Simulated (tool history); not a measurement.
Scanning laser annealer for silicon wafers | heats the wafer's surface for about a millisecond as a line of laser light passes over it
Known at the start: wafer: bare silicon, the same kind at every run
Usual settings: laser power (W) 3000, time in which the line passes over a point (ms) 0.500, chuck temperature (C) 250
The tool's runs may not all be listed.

run,day,laser power (W),time in which the line passes over a point (ms),chuck temperature (C),highest temperature of the surface (C)
1,0.000,3000,0.500,250,1029
2,0.283,2958,0.500,250,1017
3,0.596,2958,0.545,250,1050
4,1.083,3000,0.500,250,1032
5,1.725,3000,0.500,250,1030
6,2.283,3287,0.500,250,1115
7,2.667,3000,0.500,262,1046
8,2.983,3000,0.352,250,902
9,3.308,3000,0.352,250,901
10,3.854,3000,0.352,250,905
11,4.150,3000,0.352,250,903
12,4.454,3000,0.500,250,1029
13,5.046,3000,0.500,250,1025
14,5.325,3000,0.500,257,1038
15,5.838,3000,0.500,250,1027
16,6.225,3000,0.500,211,984
17,6.704,2917,0.500,213,963
18,7.029,2678,0.371,212,795
19,7.504,2678,0.371,212,797
20,7.883,2678,0.371,212,793
21,8.162,3294,0.357,246,979
22,8.421,3181,0.403,250,993
23,9.000,3000,0.500,212,987
24,9.442,2902,0.451,250,955
25,9.738,2913,0.399,264,928
26,10.308,2913,0.399,264,932
27,10.629,2699,0.399,264,873
28,11.012,2699,0.399,264,872
29,11.575,3141,0.500,250,1064
30,11.883,2775,0.528,236,956
31,12.467,2973,0.581,236,1059
32,13.054,2973,0.581,236,1055

5 ways to go on from here, each from the tool as it stands after run 32. What would each give?
A,13.533,2570,0.560,233,?
B,13.533,2993,0.419,278,?
C,13.533,2973,0.581,282,?
D,13.533,2955,0.370,218,?
E,13.533,2766,0.504,247,?

run,highest temperature of the surface (C)
A,913
B,980
C,1104
D,868
E,949
Without the tool's hidden state the same runs would have given:
run,highest temperature of the surface (C)
A,940
B,1009
C,1138
D,895
E,978
